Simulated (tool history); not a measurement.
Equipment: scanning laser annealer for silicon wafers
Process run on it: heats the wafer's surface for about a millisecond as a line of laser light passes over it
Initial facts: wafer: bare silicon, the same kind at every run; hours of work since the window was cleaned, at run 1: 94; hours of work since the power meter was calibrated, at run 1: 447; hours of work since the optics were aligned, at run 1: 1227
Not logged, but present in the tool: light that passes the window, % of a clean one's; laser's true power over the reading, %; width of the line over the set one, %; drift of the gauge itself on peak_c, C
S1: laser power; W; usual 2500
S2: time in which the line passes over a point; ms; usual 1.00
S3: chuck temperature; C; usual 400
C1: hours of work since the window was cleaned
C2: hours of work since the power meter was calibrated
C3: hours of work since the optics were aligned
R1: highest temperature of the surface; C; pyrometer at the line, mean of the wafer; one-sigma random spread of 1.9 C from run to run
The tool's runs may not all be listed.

| run | day | S1 | S2 | S3 | C1 | C2 | C3 | R1 |
|---|---|---|---|---|---|---|---|---|
| 1 | 0.000 | 2500 | 1.00 | 400 | 94 | 447 | 1227 | 1224 |
| 2 | 1.875 | 2500 | 1.00 | 400 | 120 | 474 | 1253 | 1222 |
| 3 | 4.312 | 2500 | 0.79 | 400 | 155 | 508 | 1288 | 1146 |
| 4 | 6.371 | 2500 | 1.00 | 400 | 184 | 537 | 1317 | 1222 |
| 5 | 8.896 | 2525 | 1.00 | 400 | 220 | 573 | 1352 | 1230 |
| 6 | 10.329 | 2525 | 1.00 | 400 | 240 | 593 | 1373 | 1231 |
| 7 | 12.029 | 2525 | 1.00 | 400 | 264 | 617 | 1397 | 1231 |
| 8 | 13.308 | 2461 | 0.88 | 378 | 282 | 635 | 1415 | 1138 |
| 9 | 15.146 | 2286 | 0.88 | 378 | 308 | 661 | 1441 | 1067 |
|  | 15.496 | optics aligned, line set to its width |
| 10 | 16.508 | 2478 | 0.88 | 378 | 324 | 677 | 14 | 1135 |

What does the tool deliver on the next run?
| 11 | 18.800 | 2262 | 0.73 | 374 | 357 | 710 | 47 | ? |

R1: 992 C
Minus the tool's unlogged condition, the same run would have read R1 1010 C.
